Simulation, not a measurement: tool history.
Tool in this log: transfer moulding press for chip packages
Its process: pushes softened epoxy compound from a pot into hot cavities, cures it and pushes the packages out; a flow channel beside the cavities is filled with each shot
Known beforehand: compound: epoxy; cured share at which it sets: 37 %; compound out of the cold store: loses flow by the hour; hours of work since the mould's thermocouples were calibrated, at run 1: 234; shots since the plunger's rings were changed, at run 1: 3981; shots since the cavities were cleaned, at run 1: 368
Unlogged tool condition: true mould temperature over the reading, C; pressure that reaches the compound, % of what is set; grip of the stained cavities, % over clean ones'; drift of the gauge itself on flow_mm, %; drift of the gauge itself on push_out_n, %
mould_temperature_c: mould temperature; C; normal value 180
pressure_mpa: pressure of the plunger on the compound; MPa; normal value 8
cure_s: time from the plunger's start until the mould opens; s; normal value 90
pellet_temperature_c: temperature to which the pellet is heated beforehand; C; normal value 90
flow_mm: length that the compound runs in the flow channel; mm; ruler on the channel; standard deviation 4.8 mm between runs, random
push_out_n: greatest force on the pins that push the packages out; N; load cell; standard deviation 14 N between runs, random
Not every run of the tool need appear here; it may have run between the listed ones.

run   hour  mould_temperature_c  pressure_mpa  cure_s  pellet_temperature_c  hours of work since the mould's thermocouples were calibrated  shots since the plunger's rings were changed  shots since the cavities were cleaned  incoming compound's hours out of the cold store  flow_mm  push_out_n
  1      0                  180             8      90                    90                                                            234                                          3981                                    368                                             36.7      559        1031
  2    6.1                  180             8     119                    90                                                            238                                          4056                                    443                                             20.1      598         835
  3   14.3                  180             8     119                    90                                                            244                                          4157                                    544                                             28.4      587         846
  4   21.9                  180             8     119                    90                                                            249                                          4250                                    637                                              8.9      619         938
      24.5  -- cavities cleaned with cleaning compound and waxed
  5   32.8                  180             8      90                    94                                                            255                                          4365                                    102                                             21.1      585         781
      41.3  -- plunger's sealing rings changed
  6     43                  180             8      90                    94                                                            260                                            21                                    196                                             31.7      614         824
  7   54.3                  180             8      90                    94                                                            268                                           160                                    335                                               31      611         972
  8   63.8                  180             8      90                    94                                                            274                                           275                                    450                                             33.7      603        1047
  9   71.7                  180             8      90                    94                                                            279                                           373                                    548                                             34.4      593        1100
      81.9  -- cavities cleaned with cleaning compound and waxed
 10     85                  180             8      90                    97                                                            287                                           517                                     38                                             28.6      617         665
 11   92.3                  178          7.38      93                    91                                                            292                                           606                                    127                                             36.7      578         820
 12  101.6                  178          7.38      93                    91                                                            298                                           720                                    241                                               39      571         931
 13  107.5                  188          7.38      93                    91                                                            302                                           791                                    312                                             32.1      552         710
 14  113.7                  183             8     130                    97                                                            306                                           868                                    389                                             30.4      600         751

What will run 15 give?
 15  119.7                  173          8.69      90                    80                                                            310                                           942                                    463                                               13        ?           ?

flow_mm: 707 mm
push_out_n: 2014 N
Had the tool carried no hidden state, the very same run would have given flow_mm 721 mm, push_out_n 1237 N.
